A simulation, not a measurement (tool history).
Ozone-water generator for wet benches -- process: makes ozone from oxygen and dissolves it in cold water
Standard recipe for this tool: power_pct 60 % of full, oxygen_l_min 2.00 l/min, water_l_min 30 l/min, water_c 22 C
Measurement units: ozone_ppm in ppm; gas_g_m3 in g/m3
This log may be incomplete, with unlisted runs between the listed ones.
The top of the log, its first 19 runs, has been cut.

run,hour,power_pct,oxygen_l_min,water_l_min,water_c,ozone_ppm,gas_g_m3
20,1314.3,59,2.52,25,21,5.25,109.6
21,1386.8,52,2.00,22,19,5.17,112.7
22,1456.3,52,1.75,31,19,3.51,120.2
23,1529.6,40,1.35,46,14,1.81,113.8
24,1618.7,40,1.35,46,14,1.86,116.1
25,1717.8,40,1.35,46,14,1.69,113.2
26,1789.8,40,1.35,26,14,3.29,115.0
27,1858.3,40,1.35,26,14,3.34,114.9
28,1953.1,44,2.00,30,27,3.27,98.9
29,2032.2,44,2.00,30,27,3.30,100.4
30,2082.3,60,2.00,34,22,3.67,124.0
31,2169.6,60,2.00,34,22,3.68,122.9
32,2243.6,82,2.00,23,22,6.62,153.5

Branching from run 32: 5 alternative next runs. What would each branch give?
A,2340.5,82,2.37,23,20,?,?
B,2340.5,88,2.00,30,22,?,?
C,2340.5,81,2.00,30,15,?,?
D,2340.5,60,2.00,42,22,?,?
E,2340.5,82,1.61,36,24,?,?

run,ozone_ppm,gas_g_m3
A,6.90,141.5
B,5.35,164.3
C,5.16,153.3
D,2.83,124.8
E,3.79,172.1
The same runs, with their run-to-run variation unchanged, on a tool lacking any hidden condition would have given:
run,ozone_ppm,gas_g_m3
A,7.52,146.7
B,5.84,170.6
C,5.63,158.9
D,3.08,128.4
E,4.15,178.4
